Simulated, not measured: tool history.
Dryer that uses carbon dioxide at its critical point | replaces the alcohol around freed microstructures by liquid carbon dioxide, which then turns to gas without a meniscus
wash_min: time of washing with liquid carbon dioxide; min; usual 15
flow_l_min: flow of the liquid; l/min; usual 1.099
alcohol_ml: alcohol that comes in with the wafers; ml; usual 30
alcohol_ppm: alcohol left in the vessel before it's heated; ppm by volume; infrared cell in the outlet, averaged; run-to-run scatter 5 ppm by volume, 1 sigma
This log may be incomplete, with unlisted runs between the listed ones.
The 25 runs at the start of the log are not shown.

run	hour	wash_min	flow_l_min	alcohol_ml	hours of work since the filter was changed	hours of work since the purifier's bed was changed	alcohol_ppm
26	431.9	13	0.860	30	160	307	252
27	452.7	13	0.860	30	167	314	275
28	464.3	18	1.099	54	171	318	55
29	479.0	10	1.410	24	176	323	97
30	502.8	21	0.940	30	184	331	58
31	518.3	15	1.830	52	189	336	60
32	540.0	15	1.780	62	196	343	51
33	552.2	20	1.270	49	200	347	45
34	571.4	20	1.750	63	206	354	42
35	583.1	9	0.740	63	210	358	2844
36	599.2	22	1.099	113	216	363	56
37	614.9	9	1.070	64	221	368	900
38	636.8	15	1.260	23	228	376	61
39	649.2	15	1.060	96	232	380	175
40	661.9	15	1.060	96	237	384	183
41	681.1	15	1.060	96	243	390	173
42	704.4	10	1.190	26	251	398	197
43	719.2	10	0.820	33	256	403	914
44	738.0	12	0.820	34	262	409	543
45	761.5	12	0.820	34	270	417	541
46	774.3	15	1.099	55	274	421	117
47	794.4	10	1.580	31	281	428	95
48	808.0	10	1.580	31	285	433	89

Each row is a separate what-if for the run after 48, all from the same tool condition, not one after another. Results?
A	827.3	10	0.850	49	292	439	?
B	827.3	15	1.099	25	292	439	?
C	827.3	21	1.099	61	292	439	?

run	alcohol_ppm
A	1203
B	92
C	62
With the hidden condition removed and each run's random variation left untouched, the same runs would have given:
run	alcohol_ppm
A	793
B	20
C	3

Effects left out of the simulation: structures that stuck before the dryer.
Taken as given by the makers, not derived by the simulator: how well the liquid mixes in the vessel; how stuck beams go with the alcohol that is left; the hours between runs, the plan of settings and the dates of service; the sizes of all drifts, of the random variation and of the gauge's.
